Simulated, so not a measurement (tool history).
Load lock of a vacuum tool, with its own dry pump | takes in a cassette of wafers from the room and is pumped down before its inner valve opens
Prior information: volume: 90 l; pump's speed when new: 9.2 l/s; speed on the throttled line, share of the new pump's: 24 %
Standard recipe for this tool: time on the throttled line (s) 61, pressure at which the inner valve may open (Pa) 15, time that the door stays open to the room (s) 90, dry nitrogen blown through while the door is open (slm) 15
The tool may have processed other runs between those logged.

run	hour	time on the throttled line (s)	pressure at which the inner valve may open (Pa)	time that the door stays open to the room (s)	dry nitrogen blown through while the door is open (slm)	incoming humidity of the room's air, %	time from the closed door until the inner valve may open (s)	rise of the pressure with all valves shut (Pa/min)
1	0	61	15	90	15	44.9	132.9	0.13
2	357.1	61	15	90	15	43.5	135	0.136
3	645.8	61	15	90	15	44.9	132.6	0.142
4	871.1	61	15	90	6	45.1	134.2	0.151
5	1188.3	61	15	90	15	46.4	133.9	0.153
6	1578.1	61	15	90	15	43	133.8	0.154
7	2024.6	61	15	90	15	46.4	133.1	0.163
8	2300.9	61	18	90	15	44.4	132.7	0.172
9	2624.3	61	18	90	15	49.3	133	0.173
10	2926.6	61	15	90	15	43.9	134.3	0.166
11	3300.6	104	16	90	15	45.1	166.6	0.176
12	3602.7	57	14	230	35	43.7	131.7	0.169
13	4025.7	57	14	230	35	44.2	132.8	0.179

Estimate the outcome of run 14 from the log above:
14	4306.9	103	14	88	8	45.5	?	?

{"run 14": {"time from the closed door until the inner valve may open (s)": 169.3, "rise of the pressure with all valves shut (Pa/min)": 0.19}}
With no hidden state in the tool, this same run would have given time from the closed door until the inner valve may open (s) 168, rise of the pressure with all valves shut (Pa/min) 0.033.
